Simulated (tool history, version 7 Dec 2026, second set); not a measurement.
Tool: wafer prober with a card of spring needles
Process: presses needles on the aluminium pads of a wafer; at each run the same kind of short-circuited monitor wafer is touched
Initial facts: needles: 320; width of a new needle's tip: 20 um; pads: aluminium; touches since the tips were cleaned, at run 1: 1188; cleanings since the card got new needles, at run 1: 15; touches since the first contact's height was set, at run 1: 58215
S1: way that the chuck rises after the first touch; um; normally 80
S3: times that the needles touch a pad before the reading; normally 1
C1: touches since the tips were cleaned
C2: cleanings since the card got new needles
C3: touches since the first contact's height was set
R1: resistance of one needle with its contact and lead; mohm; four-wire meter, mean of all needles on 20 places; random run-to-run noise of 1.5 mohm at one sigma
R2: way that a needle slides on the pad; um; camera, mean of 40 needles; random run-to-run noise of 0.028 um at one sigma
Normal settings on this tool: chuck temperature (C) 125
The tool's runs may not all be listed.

Run 1, day 0.000: usual settings; C1 1188; C2 15; C3 58215. Result: R1 146 mohm, R2 16.98 um.
At day 0.342: tips cleaned on abrasive film.
At day 0.825: tips cleaned on abrasive film.
At day 0.838: height of the first contact set anew.
At day 1.308: tips cleaned on abrasive film.
Run 2, day 1.388: usual settings; C1 700; C2 18; C3 4618. Result: R1 148 mohm, R2 17.12 um.
At day 1.750: tips cleaned on abrasive film.
At day 2.196: tips cleaned on abrasive film.
Run 3, day 2.367: usual settings; C1 1446; C2 20; C3 12825. Result: R1 147 mohm, R2 17.10 um.
At day 2.612: tips cleaned on abrasive film.
At day 3.071: tips cleaned on abrasive film.
At day 3.542: tips cleaned on abrasive film.
Run 4, day 3.546: usual settings but chuck temperature (C) 94; C1 34; C2 23; C3 22674. Result: R1 139 mohm, R2 17.04 um.
At day 4.008: tips cleaned on abrasive film.
Run 5, day 4.392: usual settings but chuck temperature (C) 94; C1 3234; C2 24; C3 29786. Result: R1 149 mohm, R2 17.07 um.
At day 4.492: tips cleaned on abrasive film.
At day 4.954: tips cleaned on abrasive film.
At day 5.421: tips cleaned on abrasive film.
Run 6, day 5.575: usual settings; C1 1308; C2 27; C3 39707. Result: R1 148 mohm, R2 16.98 um.
At day 5.838: tips cleaned on abrasive film.
At day 6.288: tips cleaned on abrasive film.
Run 7, day 6.350: usual settings but chuck temperature (C) 57; C1 522; C2 29; C3 46190. Result: R1 138 mohm, R2 17.00 um.
At day 6.729: tips cleaned on abrasive film.
At day 7.175: tips cleaned on abrasive film.
At day 7.617: tips cleaned on abrasive film.
Run 8, day 7.925: usual settings but chuck temperature (C) 57; C1 2586; C2 32; C3 59380. Result: R1 142 mohm, R2 16.99 um.
At day 8.025: tips cleaned on abrasive film.
At day 8.508: tips cleaned on abrasive film.
At day 8.600: height of the first contact set anew.
Run 9, day 8.733: usual settings but chuck temperature (C) 36; C1 1800; C2 34; C3 1154. Result: R1 134 mohm, R2 17.09 um.
At day 8.933: tips cleaned on abrasive film.
At day 9.362: tips cleaned on abrasive film.
Run 10, day 9.729: usual settings but chuck temperature (C) 36; C1 3078; C2 36; C3 9475. Result: R1 139 mohm, R2 17.07 um.
At day 9.829: tips cleaned on abrasive film.
At day 10.308: tips cleaned on abrasive film.
Run 11, day 10.617: usual settings but chuck temperature (C) 112; C1 2618; C2 38; C3 16935. Result: R1 148 mohm, R2 17.07 um.
At day 10.717: tips cleaned on abrasive film.
At day 11.171: tips cleaned on abrasive film.
At day 11.558: tips cleaned on abrasive film.
Run 12, day 11.708: usual settings but chuck temperature (C) 112; C1 1256; C2 41; C3 26054. Result: R1 147 mohm, R2 17.07 um.
At day 11.958: tips cleaned on abrasive film.
At day 12.429: tips cleaned on abrasive film.
Run 13, day 12.775: usual settings but chuck temperature (C) 112; C1 2933; C2 43; C3 35003. Result: R1 150 mohm, R2 17.06 um.
At day 12.858: tips cleaned on abrasive film.
At day 13.321: tips cleaned on abrasive film.
Run 14, day 13.625: usual settings; C1 2566; C2 45; C3 42132. Result: R1 155 mohm, R2 17.06 um.
At day 13.721: tips cleaned on abrasive film.
At day 14.167: tips cleaned on abrasive film.
At day 14.608: tips cleaned on abrasive film.
At day 15.025: tips cleaned on abrasive film.
Run 15, day 15.025: usual settings but chuck temperature (C) 62; C1 0; C2 49; C3 53812. Result: R1 136 mohm, R2 16.98 um.
At day 15.475: tips cleaned on abrasive film.
Run 16, day 15.771: usual settings but chuck temperature (C) 75; C1 2489; C2 50; C3 60081. Result: R1 146 mohm, R2 16.97 um.
At day 15.871: tips cleaned on abrasive film.
At day 16.312: tips cleaned on abrasive film.
At day 16.396: height of the first contact set anew.
At day 16.762: tips cleaned on abrasive film.
Run 17, day 16.862: usual settings but chuck temperature (C) 32; C1 841; C2 53; C3 3919. Result: R1 134 mohm, R2 17.10 um.
At day 17.154: tips cleaned on abrasive film.
At day 17.588: tips cleaned on abrasive film.
At day 18.017: tips cleaned on abrasive film.
Run 18, day 18.104: usual settings but chuck temperature (C) 32; C1 752; C2 56; C3 14322. Result: R1 134 mohm, R2 17.05 um.
At day 18.496: tips cleaned on abrasive film.
At day 18.904: tips cleaned on abrasive film.
Run 19, day 19.150: usual settings but chuck temperature (C) 32; C1 2070; C2 58; C3 23072. Result: R1 135 mohm, R2 17.05 um.
At day 19.346: tips cleaned on abrasive film.
At day 19.817: tips cleaned on abrasive film.
At day 20.258: tips cleaned on abrasive film.
At day 20.679: tips cleaned on abrasive film.
Run 20, day 20.692: usual settings but S1 100 um, chuck temperature (C) 27; C1 107; C2 62; C3 35993. Result: R1 124 mohm, R2 21.34 um.
At day 21.125: tips cleaned on abrasive film.
Run 21, day 21.467: usual settings but S1 83 um; C1 2874; C2 63; C3 42495. Result: R1 155 mohm, R2 17.61 um.
At day 21.567: tips cleaned on abrasive film.
At day 22.042: tips cleaned on abrasive film.
At day 22.512: tips cleaned on abrasive film.
Run 22, day 22.554: usual settings but S1 85 um, chuck temperature (C) 79, S3 3; C1 354; C2 66; C3 51577. Result: R1 135 mohm, R2 18.11 um.
At day 22.921: tips cleaned on abrasive film.
At day 23.342: tips cleaned on abrasive film.
At day 23.779: tips cleaned on abrasive film.
Run 23, day 24.108: usual settings but S1 85 um, chuck temperature (C) 79, S3 3; C1 2768; C2 69; C3 64613. Result: R1 139 mohm, R2 17.96 um.
At day 24.208: tips cleaned on abrasive film.
At day 24.221: height of the first contact set anew.
At day 24.662: tips cleaned on abrasive film.
At day 25.129: tips cleaned on abrasive film.
At day 25.588: tips cleaned on abrasive film.
Run 24, day 25.617: usual settings but chuck temperature (C) 108; C1 240; C2 73; C3 11719. Result: R1 142 mohm, R2 17.10 um.
At day 25.979: tips cleaned on abrasive film.
At day 26.408: tips cleaned on abrasive film.
At day 26.892: tips cleaned on abrasive film.
Run 25, day 27.088: usual settings but S1 67 um, chuck temperature (C) 108, S3 2; C1 1662; C2 76; C3 24062. Result: R1 150 mohm, R2 14.26 um.
At day 27.358: tips cleaned on abrasive film.
At day 27.829: tips cleaned on abrasive film.
At day 28.246: tips cleaned on abrasive film.
Run 26, day 28.388: usual settings but S1 72 um, chuck temperature (C) 81; C1 1188; C2 79; C3 34936. Result: R1 145 mohm, R2 15.33 um.
At day 28.679: tips cleaned on abrasive film.
At day 29.100: tips cleaned on abrasive film.
At day 29.579: tips cleaned on abrasive film.
Run 27, day 29.579: usual settings but S1 72 um, chuck temperature (C) 81; C1 0; C2 82; C3 44923. Result: R1 138 mohm, R2 15.28 um.

Below are 3 alternative next runs, each starting from the tool's condition after run 27. Predict each:
At day 30.029: tips cleaned on abrasive film.
At day 30.475: tips cleaned on abrasive film.
Run A, day 30.612: usual settings but S1 86 um, chuck temperature (C) 36; C1 1179; C2 84; C3 53592. Result: R1 ?, R2 ?.
At day 30.029: tips cleaned on abrasive film.
At day 30.475: tips cleaned on abrasive film.
Run B, day 30.612: usual settings but S1 95 um, chuck temperature (C) 68; C1 1179; C2 84; C3 53592. Result: R1 ?, R2 ?.
At day 30.029: tips cleaned on abrasive film.
At day 30.475: tips cleaned on abrasive film.
Run C, day 30.612: usual settings but S1 72 um, chuck temperature (C) 26, S3 2; C1 1179; C2 84; C3 53592. Result: R1 ?, R2 ?.

run   R1     R2
  A  135  18.24
  B  136  20.19
  C  133  15.28
Take away the tool's hidden state, keep each run's random variation, and the runs would have read:
run   R1     R2
  A  129  18.38
  B  130  20.33
  C  128  15.43

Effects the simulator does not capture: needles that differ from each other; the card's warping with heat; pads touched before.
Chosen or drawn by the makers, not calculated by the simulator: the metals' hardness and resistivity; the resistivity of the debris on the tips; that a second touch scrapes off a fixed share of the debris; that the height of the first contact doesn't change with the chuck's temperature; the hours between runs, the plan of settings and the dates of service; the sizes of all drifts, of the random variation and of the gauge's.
